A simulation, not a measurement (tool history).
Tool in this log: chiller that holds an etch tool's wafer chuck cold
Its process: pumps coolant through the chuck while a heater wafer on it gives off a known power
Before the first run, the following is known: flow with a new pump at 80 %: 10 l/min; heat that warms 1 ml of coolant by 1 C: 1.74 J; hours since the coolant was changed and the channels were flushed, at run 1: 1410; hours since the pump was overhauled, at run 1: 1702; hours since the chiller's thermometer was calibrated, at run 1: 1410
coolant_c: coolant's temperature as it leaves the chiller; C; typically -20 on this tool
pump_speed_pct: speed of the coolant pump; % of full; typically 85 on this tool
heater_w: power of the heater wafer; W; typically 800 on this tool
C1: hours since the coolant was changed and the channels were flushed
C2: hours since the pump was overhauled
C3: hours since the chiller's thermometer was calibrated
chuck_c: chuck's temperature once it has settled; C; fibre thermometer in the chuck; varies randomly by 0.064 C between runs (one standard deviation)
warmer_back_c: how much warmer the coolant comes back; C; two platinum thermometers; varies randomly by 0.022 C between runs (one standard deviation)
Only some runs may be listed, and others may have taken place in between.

{"run": 1, "hour": 0.0, "coolant_c": -20, "pump_speed_pct": 85, "heater_w": 800, "C1": 1410, "C2": 1702, "C3": 1410, "chuck_c": -14.47, "warmer_back_c": 2.69}
{"run": 2, "hour": 63.6, "coolant_c": -20, "pump_speed_pct": 85, "heater_w": 800, "C1": 1474, "C2": 1765, "C3": 1474, "chuck_c": -14.51, "warmer_back_c": 2.66}
{"run": 3, "hour": 145.9, "coolant_c": -20, "pump_speed_pct": 85, "heater_w": 800, "C1": 1556, "C2": 1848, "C3": 1556, "chuck_c": -14.6, "warmer_back_c": 2.67}
{"run": 4, "hour": 206.3, "coolant_c": -20, "pump_speed_pct": 85, "heater_w": 800, "C1": 1617, "C2": 1908, "C3": 1617, "chuck_c": -14.51, "warmer_back_c": 2.68}
{"run": 5, "hour": 286.1, "coolant_c": -20, "pump_speed_pct": 85, "heater_w": 800, "C1": 1696, "C2": 1988, "C3": 1696, "chuck_c": -14.52, "warmer_back_c": 2.71}
{"run": 6, "hour": 378.0, "coolant_c": -20, "pump_speed_pct": 85, "heater_w": 800, "C1": 1788, "C2": 2080, "C3": 1788, "chuck_c": -14.54, "warmer_back_c": 2.68}
{"run": 7, "hour": 483.3, "coolant_c": -20, "pump_speed_pct": 85, "heater_w": 894, "C1": 1894, "C2": 2185, "C3": 1894, "chuck_c": -13.88, "warmer_back_c": 3.01}
{"run": 8, "hour": 583.5, "coolant_c": -20, "pump_speed_pct": 85, "heater_w": 894, "C1": 1994, "C2": 2285, "C3": 1994, "chuck_c": -13.8, "warmer_back_c": 3.04}
{"run": 9, "hour": 675.1, "coolant_c": -20, "pump_speed_pct": 85, "heater_w": 800, "C1": 2085, "C2": 2377, "C3": 2085, "chuck_c": -14.41, "warmer_back_c": 2.7}
{"hour": 691.4, "done": "chiller's thermometer calibrated"}
{"run": 10, "hour": 729.0, "coolant_c": -20, "pump_speed_pct": 85, "heater_w": 800, "C1": 2138, "C2": 2430, "C3": 38, "chuck_c": -14.27, "warmer_back_c": 2.75}
{"run": 11, "hour": 824.2, "coolant_c": -20, "pump_speed_pct": 85, "heater_w": 800, "C1": 2233, "C2": 2525, "C3": 133, "chuck_c": -14.2, "warmer_back_c": 2.74}
{"run": 12, "hour": 900.4, "coolant_c": -20, "pump_speed_pct": 85, "heater_w": 933, "C1": 2310, "C2": 2601, "C3": 209, "chuck_c": -13.29, "warmer_back_c": 3.19}
{"run": 13, "hour": 1007.9, "coolant_c": -20, "pump_speed_pct": 82, "heater_w": 933, "C1": 2417, "C2": 2709, "C3": 317, "chuck_c": -13.07, "warmer_back_c": 3.33}
{"run": 14, "hour": 1096.2, "coolant_c": -20, "pump_speed_pct": 82, "heater_w": 933, "C1": 2505, "C2": 2797, "C3": 405, "chuck_c": -12.97, "warmer_back_c": 3.34}
{"run": 15, "hour": 1175.9, "coolant_c": -14, "pump_speed_pct": 85, "heater_w": 800, "C1": 2585, "C2": 2877, "C3": 485, "chuck_c": -8.22, "warmer_back_c": 2.77}
{"run": 16, "hour": 1257.2, "coolant_c": -14, "pump_speed_pct": 85, "heater_w": 800, "C1": 2666, "C2": 2958, "C3": 566, "chuck_c": -8.1, "warmer_back_c": 2.76}
{"run": 17, "hour": 1320.3, "coolant_c": -14, "pump_speed_pct": 92, "heater_w": 872, "C1": 2730, "C2": 3021, "C3": 629, "chuck_c": -7.99, "warmer_back_c": 2.8}
{"run": 18, "hour": 1402.4, "coolant_c": -22, "pump_speed_pct": 63, "heater_w": 410, "C1": 2812, "C2": 3103, "C3": 711, "chuck_c": -18.22, "warmer_back_c": 1.95}
{"run": 19, "hour": 1477.2, "coolant_c": -22, "pump_speed_pct": 63, "heater_w": 410, "C1": 2886, "C2": 3178, "C3": 786, "chuck_c": -18.23, "warmer_back_c": 1.96}
{"run": 20, "hour": 1536.2, "coolant_c": -22, "pump_speed_pct": 92, "heater_w": 963, "C1": 2945, "C2": 3237, "C3": 845, "chuck_c": -15.45, "warmer_back_c": 3.04}
{"run": 21, "hour": 1599.3, "coolant_c": -22, "pump_speed_pct": 92, "heater_w": 963, "C1": 3009, "C2": 3300, "C3": 908, "chuck_c": -15.39, "warmer_back_c": 3.09}
{"run": 22, "hour": 1706.4, "coolant_c": -16, "pump_speed_pct": 63, "heater_w": 800, "C1": 3116, "C2": 3407, "C3": 1015, "chuck_c": -8.41, "warmer_back_c": 3.82}
{"run": 23, "hour": 1766.5, "coolant_c": -16, "pump_speed_pct": 63, "heater_w": 800, "C1": 3176, "C2": 3467, "C3": 1075, "chuck_c": -8.45, "warmer_back_c": 3.87}
{"run": 24, "hour": 1827.9, "coolant_c": -20, "pump_speed_pct": 85, "heater_w": 619, "C1": 3237, "C2": 3529, "C3": 1137, "chuck_c": -15.43, "warmer_back_c": 2.18}
{"run": 25, "hour": 1905.8, "coolant_c": -20, "pump_speed_pct": 79, "heater_w": 623, "C1": 3315, "C2": 3607, "C3": 1214, "chuck_c": -14.97, "warmer_back_c": 2.36}
{"run": 26, "hour": 1997.9, "coolant_c": -11, "pump_speed_pct": 90, "heater_w": 553, "C1": 3407, "C2": 3699, "C3": 1307, "chuck_c": -7.14, "warmer_back_c": 1.83}
{"run": 27, "hour": 2085.3, "coolant_c": -15, "pump_speed_pct": 85, "heater_w": 800, "C1": 3495, "C2": 3786, "C3": 1394, "chuck_c": -9.04, "warmer_back_c": 2.82}
{"run": 28, "hour": 2168.6, "coolant_c": -20, "pump_speed_pct": 67, "heater_w": 412, "C1": 3578, "C2": 3869, "C3": 1477, "chuck_c": -16.17, "warmer_back_c": 1.91}
{"run": 29, "hour": 2265.4, "coolant_c": -20, "pump_speed_pct": 67, "heater_w": 412, "C1": 3675, "C2": 3966, "C3": 1574, "chuck_c": -16.25, "warmer_back_c": 1.94}
{"run": 30, "hour": 2316.2, "coolant_c": -20, "pump_speed_pct": 67, "heater_w": 412, "C1": 3725, "C2": 4017, "C3": 1625, "chuck_c": -16.3, "warmer_back_c": 1.88}
{"run": 31, "hour": 2424.6, "coolant_c": -28, "pump_speed_pct": 82, "heater_w": 800, "C1": 3834, "C2": 4125, "C3": 1733, "chuck_c": -21.82, "warmer_back_c": 2.97}

What differs in the tool's unlogged condition from the final listed run ahead of each entry between runs to the first listed run following it?
After run 9, before run 10: chiller's thermometer calibrated (hour 691.4)
  heat passed by the chuck's channels, % of clean ones': 94.1 -> 93.9; flow at a given pump speed, % of a new pump's: 94.9 -> 94.8; coolant's true temperature over the reading, C: -0.14 -> 0.08
  difference, measured minus the result without the unlogged condition, chuck_c: +0.31 -> +0.54 C; warmer_back_c: +0.14 -> +0.15 C
